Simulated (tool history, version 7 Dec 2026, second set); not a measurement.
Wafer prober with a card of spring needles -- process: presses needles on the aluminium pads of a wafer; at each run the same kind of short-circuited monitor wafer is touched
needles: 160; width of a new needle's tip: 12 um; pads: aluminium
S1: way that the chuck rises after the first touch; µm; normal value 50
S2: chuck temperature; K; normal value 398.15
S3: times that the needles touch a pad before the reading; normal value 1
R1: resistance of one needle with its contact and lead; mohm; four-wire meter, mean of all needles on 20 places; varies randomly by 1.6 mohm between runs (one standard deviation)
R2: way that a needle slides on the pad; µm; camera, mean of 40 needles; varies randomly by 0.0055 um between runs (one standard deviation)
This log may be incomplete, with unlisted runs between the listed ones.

| run | day | S1 | S2 | S3 | R1 | R2 |
|---|---|---|---|---|---|---|
| 1 | 0.000 | 50 | 398.15 | 1 | 182 | 7.489 |
|  | 0.921 | tips cleaned on abrasive film |
| 2 | 1.158 | 50 | 398.15 | 3 | 159 | 7.475 |
| 3 | 2.175 | 50 | 398.15 | 3 | 163 | 7.467 |
|  | 3.479 | tips cleaned on abrasive film |
| 4 | 3.692 | 50 | 398.15 | 1 | 165 | 7.462 |
| 5 | 4.996 | 50 | 398.15 | 1 | 179 | 7.462 |
| 6 | 5.750 | 50 | 398.15 | 1 | 182 | 7.465 |
|  | 5.925 | tips cleaned on abrasive film |
| 7 | 6.621 | 50 | 380.15 | 1 | 172 | 7.452 |
|  | 7.608 | height of the first contact set anew |
|  | 8.388 | tips cleaned on abrasive film |
| 8 | 8.392 | 56 | 398.15 | 1 | 153 | 8.411 |
| 9 | 9.388 | 58 | 398.15 | 2 | 163 | 8.708 |
| 10 | 10.242 | 58 | 307.15 | 2 | 151 | 8.710 |
|  | 10.846 | tips cleaned on abrasive film |
| 11 | 11.904 | 67 | 307.15 | 2 | 149 | 10.048 |
|  | 13.321 | tips cleaned on abrasive film |
| 12 | 13.529 | 48 | 398.15 | 1 | 163 | 7.195 |
| 13 | 15.208 | 54 | 299.15 | 2 | 150 | 8.093 |

3 options for the next run, each taken on its own from the tool as it stands now. Forecast them:
|  | 15.754 | tips cleaned on abrasive film |
| A | 16.046 | 50 | 304.15 | 2 | ? | ? |
|  | 15.754 | tips cleaned on abrasive film |
| B | 16.046 | 33 | 299.15 | 2 | ? | ? |
|  | 15.754 | tips cleaned on abrasive film |
| C | 16.046 | 54 | 367.15 | 2 | ? | ? |

| run | R1 | R2 |
|---|---|---|
| A | 146 | 7.488 |
| B | 159 | 4.916 |
| C | 157 | 8.078 |
Without the tool's unlogged condition, the same runs would have read:
| run | R1 | R2 |
|---|---|---|
| A | 137 | 7.520 |
| B | 142 | 4.948 |
| C | 149 | 8.110 |
